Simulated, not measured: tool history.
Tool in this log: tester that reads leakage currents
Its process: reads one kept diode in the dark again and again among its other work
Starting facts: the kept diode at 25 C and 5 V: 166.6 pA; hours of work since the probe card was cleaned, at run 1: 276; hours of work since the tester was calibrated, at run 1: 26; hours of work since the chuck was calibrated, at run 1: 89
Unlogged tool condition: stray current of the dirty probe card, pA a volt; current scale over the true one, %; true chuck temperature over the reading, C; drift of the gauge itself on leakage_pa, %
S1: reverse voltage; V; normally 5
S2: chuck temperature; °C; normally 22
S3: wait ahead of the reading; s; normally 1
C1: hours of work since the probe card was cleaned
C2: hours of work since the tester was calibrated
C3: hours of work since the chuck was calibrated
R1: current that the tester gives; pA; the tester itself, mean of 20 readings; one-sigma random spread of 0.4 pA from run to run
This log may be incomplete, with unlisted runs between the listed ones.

Run 1, hour 0: usual settings; C1 276; C2 26; C3 89. Result: R1 137.22 pA.
Run 2, hour 18.8: usual settings but S1 1.93 V; C1 286; C2 37; C3 99. Result: R1 82.95 pA.
Run 3, hour 39.3: usual settings but S1 1.93 V; C1 298; C2 48; C3 111. Result: R1 83.84 pA.
Run 4, hour 75.5: usual settings; C1 318; C2 68; C3 131. Result: R1 139.78 pA.
Run 5, hour 99.5: usual settings but S2 31 °C; C1 331; C2 81; C3 144. Result: R1 273.15 pA.
Run 6, hour 120.1: usual settings but S2 31 °C; C1 342; C2 93; C3 155. Result: R1 273.06 pA.
Run 7, hour 157.2: usual settings but S2 31 °C; C1 363; C2 113; C3 176. Result: R1 273.81 pA.
Run 8, hour 187.1: usual settings but S2 31 °C; C1 379; C2 130; C3 192. Result: R1 275.36 pA.
Run 9, hour 227.1: usual settings but S2 31 °C; C1 401; C2 152; C3 214. Result: R1 277.96 pA.
Run 10, hour 255.3: usual settings but S2 31 °C; C1 417; C2 167; C3 230. Result: R1 277.19 pA.
At hour 259.7: chuck's temperature calibrated.
Run 11, hour 277.9: usual settings but S2 31 °C; C1 428; C2 179; C3 10. Result: R1 281.59 pA.
Run 12, hour 307: usual settings but S1 2.61 V; C1 444; C2 195; C3 26. Result: R1 103.83 pA.
At hour 348.1: chuck's temperature calibrated, once more.
Run 13, hour 348.1: usual settings but S1 2.61 V; C1 466; C2 216; C3 0. Result: R1 95.88 pA.
Run 14, hour 382.1: usual settings but S1 8.1 V, S2 45 °C, S3 1.38 s; C1 485; C2 235; C3 19. Result: R1 895.76 pA.
Run 15, hour 413.8: usual settings but S1 1.08 V, S2 29 °C, S3 0.73 s; C1 502; C2 252; C3 36. Result: R1 102.1 pA.
Run 16, hour 431.4: usual settings but S1 1.08 V, S2 29 °C, S3 0.73 s; C1 512; C2 262; C3 46. Result: R1 102.78 pA.
Run 17, hour 465.1: usual settings but S1 1.08 V, S2 29 °C, S3 0.73 s; C1 530; C2 281; C3 65. Result: R1 102.85 pA.
Run 18, hour 486: usual settings but S1 1.28 V, S3 8.37 s; C1 542; C2 292; C3 76. Result: R1 67 pA.
Run 19, hour 527.7: usual settings but S1 1.28 V, S3 8.37 s; C1 565; C2 315; C3 99. Result: R1 67.94 pA.
Run 20, hour 562.7: usual settings but S1 4.18 V, S2 57 °C; C1 584; C2 334; C3 118. Result: R1 1384.07 pA.
Run 21, hour 602.1: usual settings but S1 4.18 V, S2 57 °C; C1 606; C2 356; C3 140. Result: R1 1390.62 pA.

Forecast each of these 5 alternatives for the next run:
Run A, hour 627.6: usual settings but S1 8.3 V, S2 30 °C, S3 7.19 s; C1 620; C2 370; C3 154. Result: R1 ?.
Run B, hour 627.6: usual settings but S1 19.75 V, S2 57 °C; C1 620; C2 370; C3 154. Result: R1 ?.
Run C, hour 627.6: usual settings but S1 1.49 V, S2 40 °C, S3 6.79 s; C1 620; C2 370; C3 154. Result: R1 ?.
Run D, hour 627.6: usual settings but S1 2.41 V, S2 57 °C, S3 9.4 s; C1 620; C2 370; C3 154. Result: R1 ?.
Run E, hour 627.6: usual settings but S1 5.9 V, S2 57 °C, S3 5.86 s; C1 620; C2 370; C3 154. Result: R1 ?.

run       R1
  A   333.25
  B  3176.32
  C   269.01
  D  1039.07
  E  1668.18
With the hidden condition removed and each run's random variation left untouched, the same runs would have given:
run       R1
  A   314.92
  B  3052.03
  C    257.5
  D  1000.42
  E  1605.13
